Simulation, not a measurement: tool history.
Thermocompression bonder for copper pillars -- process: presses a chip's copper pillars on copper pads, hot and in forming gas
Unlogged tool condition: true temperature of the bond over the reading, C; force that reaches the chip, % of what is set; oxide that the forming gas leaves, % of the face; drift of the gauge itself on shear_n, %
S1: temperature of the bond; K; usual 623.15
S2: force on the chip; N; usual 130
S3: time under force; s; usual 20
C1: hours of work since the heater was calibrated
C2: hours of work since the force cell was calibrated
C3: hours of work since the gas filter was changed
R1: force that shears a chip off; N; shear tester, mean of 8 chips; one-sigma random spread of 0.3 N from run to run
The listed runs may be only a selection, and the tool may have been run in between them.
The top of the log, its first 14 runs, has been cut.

{"run": 15, "hour": 162.4, "S1": 623.15, "S2": 130, "S3": 20, "C1": 692, "C2": 129, "C3": 180, "R1": 59.2}
{"run": 16, "hour": 171.8, "S1": 623.15, "S2": 130, "S3": 20, "C1": 698, "C2": 136, "C3": 186, "R1": 58.9}
{"run": 17, "hour": 184.5, "S1": 623.15, "S2": 130, "S3": 20, "C1": 707, "C2": 145, "C3": 195, "R1": 59.1}
{"hour": 196.1, "done": "heater calibrated with a thermocouple chip"}
{"run": 18, "hour": 197.6, "S1": 647.15, "S2": 130, "S3": 20, "C1": 1, "C2": 152, "C3": 203, "R1": 71.7}
{"run": 19, "hour": 215.2, "S1": 647.15, "S2": 130, "S3": 20, "C1": 13, "C2": 164, "C3": 215, "R1": 71.5}
{"run": 20, "hour": 229.6, "S1": 615.15, "S2": 112, "S3": 49, "C1": 23, "C2": 174, "C3": 225, "R1": 68.1}
{"run": 21, "hour": 245.9, "S1": 600.15, "S2": 152, "S3": 35, "C1": 35, "C2": 186, "C3": 236, "R1": 63.2}
{"run": 22, "hour": 264.3, "S1": 600.15, "S2": 152, "S3": 35, "C1": 47, "C2": 199, "C3": 249, "R1": 62.9}

For run 23, what comes out?
{"run": 23, "hour": 279.8, "S1": 650.15, "S2": 152, "S3": 19, "C1": 58, "C2": 209, "C3": 260, "R1": "?"}

R1: 76.9 N
If the tool had no hidden condition, the same run with the same run-to-run variation would have returned R1 78.4 N.

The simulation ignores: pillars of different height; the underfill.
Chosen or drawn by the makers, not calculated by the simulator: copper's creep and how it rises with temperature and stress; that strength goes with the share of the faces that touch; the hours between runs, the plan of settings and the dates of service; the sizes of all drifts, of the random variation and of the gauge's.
